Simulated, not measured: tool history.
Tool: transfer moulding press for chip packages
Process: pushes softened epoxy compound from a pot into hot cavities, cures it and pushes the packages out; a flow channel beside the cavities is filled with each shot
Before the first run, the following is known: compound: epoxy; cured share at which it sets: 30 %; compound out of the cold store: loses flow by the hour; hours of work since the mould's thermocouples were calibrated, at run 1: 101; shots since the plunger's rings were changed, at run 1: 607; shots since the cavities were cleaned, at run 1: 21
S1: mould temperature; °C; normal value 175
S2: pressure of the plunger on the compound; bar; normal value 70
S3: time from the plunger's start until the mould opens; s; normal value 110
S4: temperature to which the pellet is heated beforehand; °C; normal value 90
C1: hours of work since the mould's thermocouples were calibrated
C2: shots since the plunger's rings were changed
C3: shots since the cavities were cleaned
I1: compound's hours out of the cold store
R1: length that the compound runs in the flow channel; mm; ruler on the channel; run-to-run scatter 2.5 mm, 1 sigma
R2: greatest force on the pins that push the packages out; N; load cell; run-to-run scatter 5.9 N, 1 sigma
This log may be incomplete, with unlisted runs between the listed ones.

Run 1, hour 0: usual settings; C1 101; C2 607; C3 21; I1 12.2. Result: R1 936 mm, R2 238 N.
Run 2, hour 11: usual settings; C1 110; C2 749; C3 163; I1 44.4. Result: R1 825 mm, R2 261 N.
Run 3, hour 16.4: usual settings but S2 70.3 bar; C1 114; C2 820; C3 234; I1 10.2. Result: R1 942 mm, R2 275 N.
Run 4, hour 27.2: usual settings but S2 70.3 bar; C1 122; C2 958; C3 372; I1 21.9. Result: R1 896 mm, R2 294 N.
Run 5, hour 35: usual settings but S2 70.3 bar; C1 128; C2 1060; C3 474; I1 34.3. Result: R1 851 mm, R2 321 N.
At hour 46.8: cavities cleaned with cleaning compound and waxed.
Run 6, hour 48.3: usual settings but S2 70.3 bar; C1 137; C2 1213; C3 20; I1 21.6. Result: R1 894 mm, R2 236 N.
Run 7, hour 58.6: usual settings but S2 70.3 bar; C1 145; C2 1346; C3 153; I1 15.1. Result: R1 915 mm, R2 267 N.
Run 8, hour 69: usual settings but S2 70.3 bar; C1 153; C2 1480; C3 287; I1 12.4. Result: R1 920 mm, R2 294 N.
Run 9, hour 74.2: usual settings but S2 70.3 bar; C1 157; C2 1547; C3 354; I1 25.4. Result: R1 876 mm, R2 307 N.
At hour 76.6: mould's thermocouples calibrated.
Run 10, hour 84.1: usual settings but S2 70.3 bar; C1 6; C2 1649; C3 456; I1 34.9. Result: R1 842 mm, R2 304 N.
Run 11, hour 93: usual settings; C1 12; C2 1764; C3 571; I1 21.7. Result: R1 876 mm, R2 337 N.
At hour 97.5: cavities cleaned with cleaning compound and waxed.
Run 12, hour 102.5: usual settings but S4 86 °C; C1 18; C2 1868; C3 64; I1 42.3. Result: R1 813 mm, R2 244 N.
Run 13, hour 111.1: usual settings but S4 86 °C; C1 25; C2 1980; C3 176; I1 44. Result: R1 804 mm, R2 261 N.
Run 14, hour 117.2: usual settings but S4 91 °C; C1 30; C2 2058; C3 254; I1 18. Result: R1 889 mm, R2 272 N.
Run 15, hour 122.2: usual settings but S3 131 s; C1 33; C2 2123; C3 319; I1 29.1. Result: R1 847 mm, R2 248 N.
At hour 126.6: mould's thermocouples calibrated, once more.
Run 16, hour 129.6: usual settings but S3 131 s; C1 2; C2 2194; C3 390; I1 31.9. Result: R1 837 mm, R2 254 N.
Run 17, hour 140.3: usual settings but S1 168 °C, S2 87.7 bar, S3 99 s, S4 86 °C; C1 10; C2 2331; C3 527; I1 9.4. Result: R1 1059 mm, R2 726 N.
At hour 148.1: cavities cleaned with cleaning compound and waxed.
Run 18, hour 148.1: usual settings but S2 53.9 bar, S4 82 °C; C1 15; C2 2412; C3 0; I1 46.6. Result: R1 694 mm, R2 216 N.
Run 19, hour 155.7: usual settings but S2 53.9 bar, S4 82 °C; C1 21; C2 2512; C3 100; I1 40.8. Result: R1 708 mm, R2 244 N.
Run 20, hour 167.1: usual settings but S2 53.9 bar, S4 82 °C; C1 30; C2 2659; C3 247; I1 14.8. Result: R1 779 mm, R2 289 N.
Run 21, hour 174.8: usual settings but S1 183 °C, S2 62.8 bar, S4 82 °C; C1 35; C2 2759; C3 347; I1 27.8. Result: R1 768 mm, R2 227 N.
Run 22, hour 183.2: usual settings but S1 183 °C, S2 62.8 bar, S4 82 °C; C1 42; C2 2868; C3 456; I1 36.4. Result: R1 746 mm, R2 262 N.
At hour 192.8: plunger's sealing rings changed.
At hour 198.9: cavities cleaned with cleaning compound and waxed.
Run 23, hour 199.2: usual settings but S1 170 °C, S2 53.5 bar, S3 97 s, S4 88 °C; C1 51; C2 63; C3 3; I1 36.8. Result: R1 766 mm, R2 405 N.
Run 24, hour 208.1: usual settings but S1 179 °C, S4 82 °C; C1 58; C2 178; C3 118; I1 16.9. Result: R1 907 mm, R2 208 N.
Run 25, hour 215.1: usual settings but S1 172 °C, S3 120 s, S4 82 °C; C1 63; C2 269; C3 209; I1 30.5. Result: R1 889 mm, R2 293 N.
Run 26, hour 221.3: usual settings but S1 168 °C, S3 141 s; C1 68; C2 349; C3 289; I1 8.4. Result: R1 990 mm, R2 298 N.
Run 27, hour 231.1: usual settings but S1 168 °C, S3 141 s; C1 75; C2 476; C3 416; I1 9.4. Result: R1 977 mm, R2 335 N.
Run 28, hour 236: usual settings but S1 168 °C, S3 146 s, S4 81 °C; C1 79; C2 540; C3 480; I1 17. Result: R1 949 mm, R2 326 N.
At hour 247.6: cavities cleaned with cleaning compound and waxed.
Run 29, hour 249.2: usual settings but S1 170 °C, S3 146 s, S4 93 °C; C1 88; C2 691; C3 21; I1 18.6. Result: R1 934 mm, R2 209 N.

What if the next run were any one of these 3? Each begins from the tool's condition after run 29:
Run A, hour 255.6: usual settings but S1 170 °C, S3 104 s, S4 84 °C; C1 93; C2 773; C3 103; I1 22.9. Result: R1 ?, R2 ?.
Run B, hour 255.6: usual settings but S1 170 °C, S2 75.9 bar, S3 97 s; C1 93; C2 773; C3 103; I1 32.7. Result: R1 ?, R2 ?.
Run C, hour 255.6: usual settings but S1 170 °C, S2 85.7 bar, S3 146 s, S4 97 °C; C1 93; C2 773; C3 103; I1 29. Result: R1 ?, R2 ?.

run   R1   R2
  A  915  415
  B  919  452
  C  984  215
What these runs would have given with no unlogged condition in the tool:
run    R1   R2
  A   932  349
  B   936  380
  C  1001  180
